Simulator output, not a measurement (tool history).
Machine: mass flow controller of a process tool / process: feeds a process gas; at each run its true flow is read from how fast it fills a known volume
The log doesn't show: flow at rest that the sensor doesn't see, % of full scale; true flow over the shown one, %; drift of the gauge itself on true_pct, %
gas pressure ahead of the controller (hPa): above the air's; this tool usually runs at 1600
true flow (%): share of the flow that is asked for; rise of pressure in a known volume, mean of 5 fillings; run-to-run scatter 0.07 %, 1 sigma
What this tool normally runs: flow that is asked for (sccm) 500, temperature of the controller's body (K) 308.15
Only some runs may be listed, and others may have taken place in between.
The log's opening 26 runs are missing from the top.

run,hour,flow that is asked for (sccm),gas pressure ahead of the controller (hPa),temperature of the controller's body (K),hours of work since the controller was set to zero,hours of work since the controller was changed,true flow (%)
27,2126.5,159,1550,294.15,3219,3219,98.00
28,2225.1,655,1550,294.15,3286,3286,99.74
29,2312.9,655,1550,294.15,3345,3345,99.70
30,2405.0,655,1550,294.15,3408,3408,99.72
31,2455.0,500,1600,296.15,3442,3442,99.09
32,2539.3,491,2430,310.15,3499,3499,98.24
33,2649.5,491,2430,310.15,3573,3573,98.23
34,2705.2,491,2280,309.15,3611,3611,98.38

The next listed run, before its measurement:
35,2773.2,184,1680,307.15,3657,3657,?

{"run 35": {"true flow (%)": 97.78}}
On a tool with no hidden condition, and with the same random variation, this run would have come out at true flow (%) 97.19.

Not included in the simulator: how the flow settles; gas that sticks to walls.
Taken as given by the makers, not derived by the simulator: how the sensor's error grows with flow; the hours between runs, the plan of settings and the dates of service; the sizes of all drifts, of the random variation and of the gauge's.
